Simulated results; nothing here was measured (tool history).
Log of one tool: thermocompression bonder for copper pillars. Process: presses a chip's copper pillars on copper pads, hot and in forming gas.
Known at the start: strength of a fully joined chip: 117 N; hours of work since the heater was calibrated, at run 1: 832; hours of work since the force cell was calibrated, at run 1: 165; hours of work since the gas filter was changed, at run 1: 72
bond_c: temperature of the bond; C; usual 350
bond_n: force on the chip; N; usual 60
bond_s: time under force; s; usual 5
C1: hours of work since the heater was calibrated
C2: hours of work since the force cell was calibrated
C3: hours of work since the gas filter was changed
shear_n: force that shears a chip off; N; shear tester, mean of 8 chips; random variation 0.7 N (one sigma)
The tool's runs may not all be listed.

run 1 hour=0 | bond_c=350 bond_n=60 bond_s=5 | C1=832 C2=165 C3=72 | shear_n=56.1
run 2 hour=40.8 | bond_c=350 bond_n=52 bond_s=5 | C1=852 C2=185 C3=92 | shear_n=51.1
-- hour=61.8 forming gas filter changed
run 3 hour=91 | bond_c=350 bond_n=52 bond_s=5 | C1=876 C2=209 C3=14 | shear_n=51.6
run 4 hour=138.5 | bond_c=350 bond_n=52 bond_s=5 | C1=899 C2=232 C3=37 | shear_n=51.3
run 5 hour=171.1 | bond_c=350 bond_n=52 bond_s=5 | C1=914 C2=248 C3=53 | shear_n=51.8
run 6 hour=229.7 | bond_c=350 bond_n=52 bond_s=5 | C1=943 C2=276 C3=81 | shear_n=51.1

The next listed run, before its measurement:
-- hour=274.6 forming gas filter changed
run 7 hour=278.7 | bond_c=350 bond_n=52 bond_s=5 | C1=966 C2=300 C3=2 | shear_n=?

Run 7 gave shear_n 53 N.
Without the tool's hidden state the same run would have given shear_n 47.2 N.

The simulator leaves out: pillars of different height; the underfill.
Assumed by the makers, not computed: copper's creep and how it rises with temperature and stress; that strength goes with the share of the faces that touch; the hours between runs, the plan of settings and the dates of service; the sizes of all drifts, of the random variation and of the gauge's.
